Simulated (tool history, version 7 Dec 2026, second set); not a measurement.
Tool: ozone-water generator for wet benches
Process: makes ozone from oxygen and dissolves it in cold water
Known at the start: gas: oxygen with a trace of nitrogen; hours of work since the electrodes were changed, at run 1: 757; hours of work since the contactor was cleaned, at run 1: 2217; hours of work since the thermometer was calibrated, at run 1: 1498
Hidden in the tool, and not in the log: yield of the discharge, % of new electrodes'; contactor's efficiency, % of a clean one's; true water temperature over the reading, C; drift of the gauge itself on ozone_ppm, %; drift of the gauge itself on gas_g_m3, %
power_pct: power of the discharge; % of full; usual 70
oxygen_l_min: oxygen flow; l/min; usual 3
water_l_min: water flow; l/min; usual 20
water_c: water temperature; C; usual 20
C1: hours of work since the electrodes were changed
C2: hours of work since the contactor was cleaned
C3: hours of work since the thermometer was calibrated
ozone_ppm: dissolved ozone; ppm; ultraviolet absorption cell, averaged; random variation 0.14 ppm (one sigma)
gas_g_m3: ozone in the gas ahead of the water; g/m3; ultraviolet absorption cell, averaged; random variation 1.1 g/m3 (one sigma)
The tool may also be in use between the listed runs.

{"run": 1, "hour": 0.0, "power_pct": 70, "oxygen_l_min": 3, "water_l_min": 20, "water_c": 20, "C1": 757, "C2": 2217, "C3": 1498, "ozone_ppm": 15.7, "gas_g_m3": 198.7}
{"run": 2, "hour": 25.2, "power_pct": 70, "oxygen_l_min": 3, "water_l_min": 20, "water_c": 17, "C1": 775, "C2": 2234, "C3": 1516, "ozone_ppm": 16, "gas_g_m3": 197.2}
{"run": 3, "hour": 46.6, "power_pct": 70, "oxygen_l_min": 3, "water_l_min": 20, "water_c": 17, "C1": 789, "C2": 2249, "C3": 1530, "ozone_ppm": 16, "gas_g_m3": 198.5}
{"run": 4, "hour": 59.4, "power_pct": 70, "oxygen_l_min": 3, "water_l_min": 20, "water_c": 17, "C1": 798, "C2": 2258, "C3": 1539, "ozone_ppm": 16.1, "gas_g_m3": 200.3}
{"run": 5, "hour": 79.6, "power_pct": 70, "oxygen_l_min": 3, "water_l_min": 20, "water_c": 17, "C1": 812, "C2": 2272, "C3": 1553, "ozone_ppm": 16.3, "gas_g_m3": 199}
{"run": 6, "hour": 93.8, "power_pct": 70, "oxygen_l_min": 3, "water_l_min": 20, "water_c": 17, "C1": 822, "C2": 2282, "C3": 1563, "ozone_ppm": 15.7, "gas_g_m3": 200.1}
{"run": 7, "hour": 123.5, "power_pct": 70, "oxygen_l_min": 3, "water_l_min": 23, "water_c": 17, "C1": 843, "C2": 2302, "C3": 1584, "ozone_ppm": 14, "gas_g_m3": 198}
{"run": 8, "hour": 143.4, "power_pct": 70, "oxygen_l_min": 3, "water_l_min": 23, "water_c": 17, "C1": 857, "C2": 2316, "C3": 1598, "ozone_ppm": 13.7, "gas_g_m3": 198.4}
{"run": 9, "hour": 170.2, "power_pct": 70, "oxygen_l_min": 3, "water_l_min": 31, "water_c": 20, "C1": 875, "C2": 2335, "C3": 1616, "ozone_ppm": 9.9, "gas_g_m3": 198.6}
{"run": 10, "hour": 201.2, "power_pct": 92, "oxygen_l_min": 3, "water_l_min": 20, "water_c": 20, "C1": 897, "C2": 2356, "C3": 1638, "ozone_ppm": 18.6, "gas_g_m3": 240.6}
{"run": 11, "hour": 229.2, "power_pct": 70, "oxygen_l_min": 3, "water_l_min": 29, "water_c": 20, "C1": 916, "C2": 2376, "C3": 1657, "ozone_ppm": 10.7, "gas_g_m3": 199.2}
{"run": 12, "hour": 247.3, "power_pct": 70, "oxygen_l_min": 3, "water_l_min": 29, "water_c": 20, "C1": 929, "C2": 2388, "C3": 1670, "ozone_ppm": 10.5, "gas_g_m3": 200.8}
{"run": 13, "hour": 265.4, "power_pct": 70, "oxygen_l_min": 3, "water_l_min": 29, "water_c": 20, "C1": 941, "C2": 2401, "C3": 1682, "ozone_ppm": 10.5, "gas_g_m3": 200.7}
{"run": 14, "hour": 290.0, "power_pct": 70, "oxygen_l_min": 3, "water_l_min": 29, "water_c": 20, "C1": 958, "C2": 2418, "C3": 1699, "ozone_ppm": 10.8, "gas_g_m3": 201.2}
{"run": 15, "hour": 308.4, "power_pct": 70, "oxygen_l_min": 3, "water_l_min": 20, "water_c": 20, "C1": 971, "C2": 2431, "C3": 1712, "ozone_ppm": 15.7, "gas_g_m3": 201.5}
{"run": 16, "hour": 336.6, "power_pct": 70, "oxygen_l_min": 3, "water_l_min": 20, "water_c": 20, "C1": 990, "C2": 2450, "C3": 1731, "ozone_ppm": 15.7, "gas_g_m3": 202.8}
{"run": 17, "hour": 365.1, "power_pct": 70, "oxygen_l_min": 3, "water_l_min": 13, "water_c": 20, "C1": 1010, "C2": 2470, "C3": 1751, "ozone_ppm": 22.6, "gas_g_m3": 200.2}
{"run": 18, "hour": 389.1, "power_pct": 75, "oxygen_l_min": 3, "water_l_min": 13, "water_c": 22, "C1": 1027, "C2": 2486, "C3": 1768, "ozone_ppm": 22.8, "gas_g_m3": 212.5}
{"run": 19, "hour": 404.6, "power_pct": 89, "oxygen_l_min": 1.61, "water_l_min": 13, "water_c": 22, "C1": 1038, "C2": 2497, "C3": 1779, "ozone_ppm": 22.2, "gas_g_m3": 304.2}
{"run": 20, "hour": 425.6, "power_pct": 70, "oxygen_l_min": 2.47, "water_l_min": 24, "water_c": 20, "C1": 1052, "C2": 2512, "C3": 1793, "ozone_ppm": 12.1, "gas_g_m3": 217.1}
{"run": 21, "hour": 440.2, "power_pct": 86, "oxygen_l_min": 4.47, "water_l_min": 20, "water_c": 20, "C1": 1062, "C2": 2522, "C3": 1803, "ozone_ppm": 19.6, "gas_g_m3": 198.9}
{"run": 22, "hour": 461.8, "power_pct": 70, "oxygen_l_min": 4.42, "water_l_min": 22, "water_c": 27, "C1": 1077, "C2": 2537, "C3": 1818, "ozone_ppm": 14.4, "gas_g_m3": 174.3}
{"run": 23, "hour": 492.0, "power_pct": 70, "oxygen_l_min": 4.42, "water_l_min": 22, "water_c": 27, "C1": 1098, "C2": 2558, "C3": 1839, "ozone_ppm": 14.2, "gas_g_m3": 175.2}
{"run": 24, "hour": 507.5, "power_pct": 70, "oxygen_l_min": 4.42, "water_l_min": 22, "water_c": 26, "C1": 1109, "C2": 2569, "C3": 1850, "ozone_ppm": 14.3, "gas_g_m3": 173.8}
{"run": 25, "hour": 529.3, "power_pct": 59, "oxygen_l_min": 3.09, "water_l_min": 26, "water_c": 27, "C1": 1124, "C2": 2584, "C3": 1865, "ozone_ppm": 10.4, "gas_g_m3": 180}
{"run": 26, "hour": 553.9, "power_pct": 70, "oxygen_l_min": 2.99, "water_l_min": 20, "water_c": 20, "C1": 1141, "C2": 2601, "C3": 1882, "ozone_ppm": 15.7, "gas_g_m3": 204.9}
{"run": 27, "hour": 573.7, "power_pct": 70, "oxygen_l_min": 3, "water_l_min": 28, "water_c": 20, "C1": 1155, "C2": 2614, "C3": 1896, "ozone_ppm": 11.1, "gas_g_m3": 203.6}
{"hour": 589.6, "done": "gauge calibrated"}
{"run": 28, "hour": 594.6, "power_pct": 56, "oxygen_l_min": 2.48, "water_l_min": 28, "water_c": 21, "C1": 1169, "C2": 2629, "C3": 1910, "ozone_ppm": 8.8, "gas_g_m3": 186.2}
{"run": 29, "hour": 617.6, "power_pct": 41, "oxygen_l_min": 3.41, "water_l_min": 31, "water_c": 15, "C1": 1185, "C2": 2645, "C3": 1926, "ozone_ppm": 7.4, "gas_g_m3": 132.9}
{"run": 30, "hour": 630.7, "power_pct": 60, "oxygen_l_min": 3.41, "water_l_min": 15, "water_c": 16, "C1": 1194, "C2": 2654, "C3": 1935, "ozone_ppm": 19.6, "gas_g_m3": 170.3}
{"run": 31, "hour": 644.4, "power_pct": 49, "oxygen_l_min": 3.41, "water_l_min": 15, "water_c": 17, "C1": 1204, "C2": 2663, "C3": 1945, "ozone_ppm": 16.9, "gas_g_m3": 149.5}
{"run": 32, "hour": 669.9, "power_pct": 59, "oxygen_l_min": 3, "water_l_min": 20, "water_c": 18, "C1": 1221, "C2": 2681, "C3": 1962, "ozone_ppm": 14.3, "gas_g_m3": 177.3}
{"run": 33, "hour": 693.0, "power_pct": 59, "oxygen_l_min": 3, "water_l_min": 23, "water_c": 24, "C1": 1237, "C2": 2697, "C3": 1978, "ozone_ppm": 11.6, "gas_g_m3": 176.7}

How the hidden state differs across the entries between the runs, from the last listed run before each to the first after it:
Between runs 27 and 28: gauge calibrated (hour 589.6)
  drift of the gauge itself on gas_g_m3, %: 2.8 -> 0.02
  measured less the result without the state, gas_g_m3: +5.5 -> +0 g/m3
